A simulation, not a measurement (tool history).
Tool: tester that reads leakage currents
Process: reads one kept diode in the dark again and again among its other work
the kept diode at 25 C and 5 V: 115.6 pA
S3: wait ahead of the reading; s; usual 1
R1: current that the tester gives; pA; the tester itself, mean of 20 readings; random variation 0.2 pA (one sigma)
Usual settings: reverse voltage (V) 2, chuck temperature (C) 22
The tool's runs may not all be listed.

{"run": 1, "hour": 0.0, "reverse voltage (V)": 2, "chuck temperature (C)": 22, "S3": 1, "R1": 67.15}
{"run": 2, "hour": 41.3, "reverse voltage (V)": 2, "chuck temperature (C)": 38, "S3": 1, "R1": 274.24}
{"run": 3, "hour": 97.6, "reverse voltage (V)": 2, "chuck temperature (C)": 22, "S3": 6.16, "R1": 66.44}
{"run": 4, "hour": 158.5, "reverse voltage (V)": 2, "chuck temperature (C)": 22, "S3": 6.16, "R1": 66.88}
{"run": 5, "hour": 195.3, "reverse voltage (V)": 2, "chuck temperature (C)": 22, "S3": 6.16, "R1": 67.23}
{"run": 6, "hour": 261.6, "reverse voltage (V)": 2, "chuck temperature (C)": 22, "S3": 6.16, "R1": 67.12}
{"run": 7, "hour": 290.4, "reverse voltage (V)": 2, "chuck temperature (C)": 22, "S3": 0.45, "R1": 68.81}
{"run": 8, "hour": 356.2, "reverse voltage (V)": 2, "chuck temperature (C)": 22, "S3": 0.45, "R1": 68.93}
{"run": 9, "hour": 401.6, "reverse voltage (V)": 3.11, "chuck temperature (C)": 22, "S3": 1, "R1": 80.61}
{"run": 10, "hour": 456.0, "reverse voltage (V)": 3.11, "chuck temperature (C)": 22, "S3": 1, "R1": 81.03}
{"hour": 501.2, "done": "chuck's temperature calibrated"}
{"run": 11, "hour": 515.9, "reverse voltage (V)": 3.11, "chuck temperature (C)": 22, "S3": 1, "R1": 76.29}
{"run": 12, "hour": 545.8, "reverse voltage (V)": 11.4, "chuck temperature (C)": 22, "S3": 1, "R1": 129.26}
{"run": 13, "hour": 584.3, "reverse voltage (V)": 2, "chuck temperature (C)": 46, "S3": 0.52, "R1": 511.28}

Forecast run 14:
{"run": 14, "hour": 634.8, "reverse voltage (V)": 2, "chuck temperature (C)": 46, "S3": 0.52, "R1": "?"}

Run 14 gave R1 509.39 pA.
Without the tool's hidden state the same run would have given R1 505.54 pA.
